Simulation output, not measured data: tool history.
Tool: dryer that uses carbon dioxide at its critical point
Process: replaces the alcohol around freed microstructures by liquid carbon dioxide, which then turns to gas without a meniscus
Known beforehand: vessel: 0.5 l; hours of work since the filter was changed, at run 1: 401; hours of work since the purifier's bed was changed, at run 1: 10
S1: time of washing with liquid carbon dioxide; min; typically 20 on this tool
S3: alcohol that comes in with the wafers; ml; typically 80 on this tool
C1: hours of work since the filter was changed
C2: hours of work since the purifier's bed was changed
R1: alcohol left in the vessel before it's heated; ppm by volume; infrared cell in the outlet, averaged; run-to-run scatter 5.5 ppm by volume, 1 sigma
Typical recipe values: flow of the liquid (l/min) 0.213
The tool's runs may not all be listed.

{"run": 1, "hour": 0.0, "S1": 20, "flow of the liquid (l/min)": 0.213, "S3": 80, "C1": 401, "C2": 10, "R1": 344}
{"run": 2, "hour": 12.6, "S1": 20, "flow of the liquid (l/min)": 0.213, "S3": 80, "C1": 404, "C2": 14, "R1": 355}
{"run": 3, "hour": 35.7, "S1": 20, "flow of the liquid (l/min)": 0.213, "S3": 80, "C1": 411, "C2": 20, "R1": 354}
{"run": 4, "hour": 50.3, "S1": 20, "flow of the liquid (l/min)": 0.213, "S3": 80, "C1": 416, "C2": 25, "R1": 368}
{"run": 5, "hour": 63.5, "S1": 20, "flow of the liquid (l/min)": 0.213, "S3": 80, "C1": 420, "C2": 29, "R1": 358}
{"run": 6, "hour": 81.7, "S1": 20, "flow of the liquid (l/min)": 0.213, "S3": 80, "C1": 425, "C2": 34, "R1": 363}
{"run": 7, "hour": 108.6, "S1": 20, "flow of the liquid (l/min)": 0.213, "S3": 80, "C1": 433, "C2": 42, "R1": 379}
{"run": 8, "hour": 131.6, "S1": 20, "flow of the liquid (l/min)": 0.213, "S3": 80, "C1": 440, "C2": 49, "R1": 379}
{"run": 9, "hour": 158.9, "S1": 20, "flow of the liquid (l/min)": 0.143, "S3": 80, "C1": 448, "C2": 58, "R1": 2612}
{"run": 10, "hour": 173.5, "S1": 20, "flow of the liquid (l/min)": 0.131, "S3": 80, "C1": 453, "C2": 62, "R1": 3610}
{"run": 11, "hour": 191.8, "S1": 20, "flow of the liquid (l/min)": 0.213, "S3": 80, "C1": 458, "C2": 67, "R1": 380}
{"run": 12, "hour": 217.1, "S1": 20, "flow of the liquid (l/min)": 0.213, "S3": 80, "C1": 466, "C2": 75, "R1": 392}
{"run": 13, "hour": 247.2, "S1": 20, "flow of the liquid (l/min)": 0.213, "S3": 80, "C1": 475, "C2": 84, "R1": 411}
{"run": 14, "hour": 259.8, "S1": 20, "flow of the liquid (l/min)": 0.213, "S3": 80, "C1": 479, "C2": 88, "R1": 418}
{"run": 15, "hour": 287.9, "S1": 20, "flow of the liquid (l/min)": 0.203, "S3": 80, "C1": 487, "C2": 96, "R1": 554}
{"run": 16, "hour": 306.9, "S1": 30, "flow of the liquid (l/min)": 0.213, "S3": 60, "C1": 493, "C2": 102, "R1": 29}
{"run": 17, "hour": 320.1, "S1": 24, "flow of the liquid (l/min)": 0.166, "S3": 62, "C1": 497, "C2": 106, "R1": 466}
{"run": 18, "hour": 337.7, "S1": 20, "flow of the liquid (l/min)": 0.213, "S3": 54, "C1": 502, "C2": 111, "R1": 297}
{"run": 19, "hour": 364.6, "S1": 20, "flow of the liquid (l/min)": 0.308, "S3": 21, "C1": 510, "C2": 119, "R1": 25}
{"run": 20, "hour": 382.3, "S1": 27, "flow of the liquid (l/min)": 0.162, "S3": 32, "C1": 516, "C2": 125, "R1": 162}
{"run": 21, "hour": 410.4, "S1": 27, "flow of the liquid (l/min)": 0.162, "S3": 32, "C1": 524, "C2": 133, "R1": 164}
{"run": 22, "hour": 439.1, "S1": 12, "flow of the liquid (l/min)": 0.309, "S3": 70, "C1": 533, "C2": 142, "R1": 874}
{"run": 23, "hour": 468.6, "S1": 12, "flow of the liquid (l/min)": 0.309, "S3": 70, "C1": 542, "C2": 151, "R1": 936}
{"hour": 479.2, "done": "inlet filter changed"}
{"run": 24, "hour": 494.5, "S1": 25, "flow of the liquid (l/min)": 0.184, "S3": 53, "C1": 5, "C2": 158, "R1": 76}
{"run": 25, "hour": 517.3, "S1": 22, "flow of the liquid (l/min)": 0.237, "S3": 80, "C1": 11, "C2": 165, "R1": 65}
{"run": 26, "hour": 546.8, "S1": 17, "flow of the liquid (l/min)": 0.187, "S3": 80, "C1": 20, "C2": 174, "R1": 915}
{"run": 27, "hour": 570.8, "S1": 17, "flow of the liquid (l/min)": 0.222, "S3": 80, "C1": 28, "C2": 181, "R1": 392}
{"run": 28, "hour": 592.1, "S1": 17, "flow of the liquid (l/min)": 0.261, "S3": 36, "C1": 34, "C2": 188, "R1": 84}
{"run": 29, "hour": 619.7, "S1": 17, "flow of the liquid (l/min)": 0.261, "S3": 36, "C1": 42, "C2": 196, "R1": 80}
{"run": 30, "hour": 636.8, "S1": 17, "flow of the liquid (l/min)": 0.261, "S3": 36, "C1": 47, "C2": 201, "R1": 86}

Here are 5 independent what-if runs from the current tool condition. What would each one return?
{"run": "A", "hour": 663.3, "S1": 17, "flow of the liquid (l/min)": 0.261, "S3": 46, "C1": 55, "C2": 209, "R1": "?"}
{"run": "B", "hour": 663.3, "S1": 21, "flow of the liquid (l/min)": 0.265, "S3": 21, "C1": 55, "C2": 209, "R1": "?"}
{"run": "C", "hour": 663.3, "S1": 15, "flow of the liquid (l/min)": 0.355, "S3": 80, "C1": 55, "C2": 209, "R1": "?"}
{"run": "D", "hour": 663.3, "S1": 17, "flow of the liquid (l/min)": 0.129, "S3": 42, "C1": 55, "C2": 209, "R1": "?"}
{"run": "E", "hour": 663.3, "S1": 17, "flow of the liquid (l/min)": 0.192, "S3": 36, "C1": 55, "C2": 209, "R1": "?"}

run=A R1=117
run=B R1=23
run=C R1=65
run=D R1=2343
run=E R1=404
With the hidden condition removed and each run's random variation left untouched, the same runs would have given:
run=A R1=84
run=B R1=0
run=C R1=37
run=D R1=2131
run=E R1=337
